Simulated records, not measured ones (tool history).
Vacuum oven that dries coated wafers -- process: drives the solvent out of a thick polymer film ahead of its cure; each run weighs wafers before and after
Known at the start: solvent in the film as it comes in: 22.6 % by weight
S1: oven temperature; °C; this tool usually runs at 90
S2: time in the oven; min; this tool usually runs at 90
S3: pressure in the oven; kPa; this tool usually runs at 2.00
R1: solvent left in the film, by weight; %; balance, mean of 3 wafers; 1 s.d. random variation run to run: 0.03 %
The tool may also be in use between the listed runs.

run 1 day=0.000 | S1=90 S2=90 S3=2.00 | R1=2.84
run 2 day=1.967 | S1=90 S2=124 S3=2.00 | R1=1.64
run 3 day=3.721 | S1=90 S2=90 S3=2.00 | R1=2.79
run 4 day=4.854 | S1=90 S2=90 S3=2.75 | R1=3.08
run 5 day=6.096 | S1=90 S2=90 S3=2.00 | R1=2.87
run 6 day=7.533 | S1=90 S2=90 S3=2.00 | R1=2.83
run 7 day=8.558 | S1=90 S2=90 S3=2.00 | R1=2.83
run 8 day=9.658 | S1=88 S2=90 S3=2.00 | R1=3.25
run 9 day=11.421 | S1=89 S2=90 S3=2.00 | R1=3.07
run 10 day=12.600 | S1=90 S2=90 S3=2.00 | R1=2.83
run 11 day=13.967 | S1=90 S2=90 S3=2.00 | R1=2.79
run 12 day=15.550 | S1=90 S2=90 S3=2.00 | R1=2.80
run 13 day=16.362 | S1=90 S2=90 S3=2.00 | R1=2.77
run 14 day=17.242 | S1=90 S2=90 S3=2.00 | R1=2.79
run 15 day=19.183 | S1=90 S2=90 S3=2.00 | R1=2.85
run 16 day=19.979 | S1=90 S2=96 S3=2.00 | R1=2.51
run 17 day=21.742 | S1=92 S2=109 S3=2.00 | R1=1.71
run 18 day=22.796 | S1=90 S2=68 S3=1.97 | R1=4.25
run 19 day=24.050 | S1=90 S2=101 S3=2.62 | R1=2.52
run 20 day=25.462 | S1=95 S2=79 S3=2.98 | R1=2.66
-- day=26.504 oven's thermocouples calibrated
run 21 day=26.504 | S1=91 S2=115 S3=2.84 | R1=2.01
run 22 day=28.458 | S1=94 S2=90 S3=3.12 | R1=2.38

4 ways to go on from here, each from the tool as it stands after run 22. What would each give?
run A day=29.321 | S1=78 S2=59 S3=2.00 | R1=?
run B day=29.321 | S1=94 S2=90 S3=4.13 | R1=?
run C day=29.321 | S1=94 S2=90 S3=2.50 | R1=?
run D day=29.321 | S1=97 S2=90 S3=3.12 | R1=?

run=A R1=8.73
run=B R1=2.69
run=C R1=2.23
run=D R1=1.93
Without the tool's hidden state the same runs would have given:
run=A R1=8.61
run=B R1=2.61
run=C R1=2.15
run=D R1=1.87

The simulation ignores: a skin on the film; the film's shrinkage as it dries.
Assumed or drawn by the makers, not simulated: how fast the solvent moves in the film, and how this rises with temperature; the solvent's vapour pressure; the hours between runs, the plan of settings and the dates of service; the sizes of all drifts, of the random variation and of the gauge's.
